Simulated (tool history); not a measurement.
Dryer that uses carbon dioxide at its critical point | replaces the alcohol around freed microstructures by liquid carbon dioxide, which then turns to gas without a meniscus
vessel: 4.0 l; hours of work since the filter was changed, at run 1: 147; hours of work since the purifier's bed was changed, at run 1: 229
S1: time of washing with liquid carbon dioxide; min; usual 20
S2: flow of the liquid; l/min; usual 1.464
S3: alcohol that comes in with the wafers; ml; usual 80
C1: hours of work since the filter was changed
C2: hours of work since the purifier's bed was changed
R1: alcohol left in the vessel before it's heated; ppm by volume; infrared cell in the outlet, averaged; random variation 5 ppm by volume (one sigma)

run	day	S1	S2	S3	C1	C2	R1
1	0	20	1.464	80	147	229	139
# day 0.696: inlet filter changed
2	0.988	20	1.464	80	3	239	128
3	1.758	20	1.464	80	11	246	128
4	3.212	20	1.464	31	25	261	120
5	4.196	20	1.464	31	35	271	116
6	5.008	20	1.464	31	44	279	117
7	6.792	20	1.464	80	62	297	152
8	7.842	20	1.464	80	72	308	160
9	8.704	20	1.464	80	81	317	165
10	10.379	20	1.14	80	98	334	318
11	12.012	19	1.15	27	114	350	206
12	13.133	19	1.15	27	126	361	218
13	14.442	26	1.464	23	139	375	143
14	15.283	19	2.38	22	148	383	148
# day 15.888: inlet filter changed
15	16.758	18	1.21	95	9	398	352
16	17.975	18	2.37	35	21	410	152
17	19.7	18	2.37	35	39	427	175

Measured less the same run without the tool's hidden state. The same run-to-run variation is in both; the gauge's scatter may not be:
The hidden state here: flow that reaches the vessel past the clogged filter, %; alcohol in the recycled carbon dioxide, ppm; drift of the gauge itself on alcohol_ppm, %.
run	R1
1	+108
2	+88
3	+90
4	+98
5	+103
6	+106
7	+120
8	+126
9	+129
10	+177
11	+153
12	+160
13	+140
14	+144
15	+161
16	+151
17	+162

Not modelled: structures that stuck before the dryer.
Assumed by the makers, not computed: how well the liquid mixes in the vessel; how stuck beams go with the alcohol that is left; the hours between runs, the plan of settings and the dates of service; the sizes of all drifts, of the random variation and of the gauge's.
